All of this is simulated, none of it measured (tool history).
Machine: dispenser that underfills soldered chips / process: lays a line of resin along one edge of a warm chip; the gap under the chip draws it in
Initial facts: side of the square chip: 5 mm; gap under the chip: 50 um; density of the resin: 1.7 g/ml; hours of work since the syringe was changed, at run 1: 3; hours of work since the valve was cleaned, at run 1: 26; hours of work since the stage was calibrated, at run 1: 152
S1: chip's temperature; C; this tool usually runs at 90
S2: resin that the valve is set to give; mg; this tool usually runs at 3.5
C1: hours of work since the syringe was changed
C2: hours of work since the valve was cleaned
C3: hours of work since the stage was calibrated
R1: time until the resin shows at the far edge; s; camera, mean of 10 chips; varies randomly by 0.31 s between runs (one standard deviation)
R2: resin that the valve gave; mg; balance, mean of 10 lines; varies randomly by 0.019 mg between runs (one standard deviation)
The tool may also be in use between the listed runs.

{"run": 1, "hour": 0.0, "S1": 90, "S2": 3.5, "C1": 3, "C2": 26, "C3": 152, "R1": 11.1, "R2": 3.45}
{"run": 2, "hour": 4.5, "S1": 90, "S2": 3.5, "C1": 6, "C2": 28, "C3": 155, "R1": 13.5, "R2": 3.42}
{"hour": 9.3, "done": "new syringe of resin"}
{"run": 3, "hour": 12.9, "S1": 90, "S2": 3.5, "C1": 2, "C2": 33, "C3": 160, "R1": 9.3, "R2": 3.44}
{"run": 4, "hour": 19.7, "S1": 90, "S2": 3.5, "C1": 6, "C2": 38, "C3": 164, "R1": 12.7, "R2": 3.43}
{"hour": 24.1, "done": "new syringe of resin"}
{"run": 5, "hour": 26.5, "S1": 90, "S2": 3.5, "C1": 1, "C2": 42, "C3": 168, "R1": 9.1, "R2": 3.45}
{"run": 6, "hour": 30.2, "S1": 90, "S2": 3.5, "C1": 4, "C2": 44, "C3": 171, "R1": 11, "R2": 3.4}
{"run": 7, "hour": 37.3, "S1": 90, "S2": 3.5, "C1": 8, "C2": 48, "C3": 175, "R1": 15.3, "R2": 3.42}
{"hour": 38.7, "done": "new syringe of resin"}
{"run": 8, "hour": 42.3, "S1": 90, "S2": 3.5, "C1": 2, "C2": 51, "C3": 178, "R1": 9.7, "R2": 3.37}
{"run": 9, "hour": 48.9, "S1": 90, "S2": 3.5, "C1": 6, "C2": 56, "C3": 182, "R1": 13.4, "R2": 3.41}
{"hour": 54.0, "done": "new syringe of resin"}
{"run": 10, "hour": 55.3, "S1": 91, "S2": 3.5, "C1": 1, "C2": 59, "C3": 186, "R1": 8.2, "R2": 3.42}
{"run": 11, "hour": 59.9, "S1": 91, "S2": 3.5, "C1": 4, "C2": 62, "C3": 189, "R1": 10.7, "R2": 3.36}
{"run": 12, "hour": 67.8, "S1": 91, "S2": 3.5, "C1": 9, "C2": 67, "C3": 194, "R1": 14.8, "R2": 3.34}
{"hour": 68.6, "done": "new syringe of resin"}
{"run": 13, "hour": 74.4, "S1": 91, "S2": 3.5, "C1": 4, "C2": 71, "C3": 198, "R1": 10.5, "R2": 3.34}
{"run": 14, "hour": 78.4, "S1": 87, "S2": 3.88, "C1": 6, "C2": 74, "C3": 200, "R1": 14.6, "R2": 3.66}
{"hour": 83.5, "done": "new syringe of resin"}
{"run": 15, "hour": 84.8, "S1": 90, "S2": 4.47, "C1": 1, "C2": 77, "C3": 204, "R1": 8.8, "R2": 4.29}
{"run": 16, "hour": 92.3, "S1": 103, "S2": 3.94, "C1": 6, "C2": 82, "C3": 209, "R1": 7, "R2": 3.76}
{"hour": 98.4, "done": "new syringe of resin"}
{"run": 17, "hour": 98.5, "S1": 84, "S2": 3.49, "C1": 0, "C2": 86, "C3": 212, "R1": 10.7, "R2": 3.27}
{"run": 18, "hour": 105.2, "S1": 84, "S2": 4.26, "C1": 4, "C2": 90, "C3": 217, "R1": 14.8, "R2": 4.01}
{"run": 19, "hour": 110.7, "S1": 84, "S2": 4.26, "C1": 8, "C2": 93, "C3": 220, "R1": 18.8, "R2": 3.98}
{"hour": 113.1, "done": "new syringe of resin"}
{"run": 20, "hour": 118.0, "S1": 102, "S2": 4.26, "C1": 3, "C2": 98, "C3": 224, "R1": 6, "R2": 3.97}
{"run": 21, "hour": 125.3, "S1": 86, "S2": 3.87, "C1": 8, "C2": 102, "C3": 229, "R1": 16.9, "R2": 3.6}
{"hour": 127.9, "done": "new syringe of resin"}
{"run": 22, "hour": 133.0, "S1": 86, "S2": 3.87, "C1": 3, "C2": 107, "C3": 234, "R1": 12.4, "R2": 3.59}
{"run": 23, "hour": 139.8, "S1": 98, "S2": 4.09, "C1": 7, "C2": 111, "C3": 238, "R1": 10.3, "R2": 3.8}
{"hour": 142.6, "done": "new syringe of resin"}
{"run": 24, "hour": 145.6, "S1": 92, "S2": 3.29, "C1": 2, "C2": 115, "C3": 241, "R1": 8.9, "R2": 3.02}

Forecast each of these 5 alternatives for the next run:
{"run": "A", "hour": 152.6, "S1": 101, "S2": 3.41, "C1": 6, "C2": 119, "C3": 246, "R1": "?", "R2": "?"}
{"run": "B", "hour": 152.6, "S1": 105, "S2": 3.2, "C1": 6, "C2": 119, "C3": 246, "R1": "?", "R2": "?"}
{"run": "C", "hour": 152.6, "S1": 95, "S2": 3.76, "C1": 6, "C2": 119, "C3": 246, "R1": "?", "R2": "?"}
{"run": "D", "hour": 152.6, "S1": 97, "S2": 4.45, "C1": 6, "C2": 119, "C3": 246, "R1": "?", "R2": "?"}
{"run": "E", "hour": 152.6, "S1": 93, "S2": 4.03, "C1": 6, "C2": 119, "C3": 246, "R1": "?", "R2": "?"}

run=A R1=8.1 R2=3.13
run=B R1=7 R2=2.95
run=C R1=10.7 R2=3.45
run=D R1=9.1 R2=4.12
run=E R1=11.2 R2=3.72
Without the tool's hidden state the same runs would have given:
run=A R1=5.2 R2=3.41
run=B R1=4.4 R2=3.21
run=C R1=6.9 R2=3.75
run=D R1=5.8 R2=4.48
run=E R1=7.1 R2=4.04
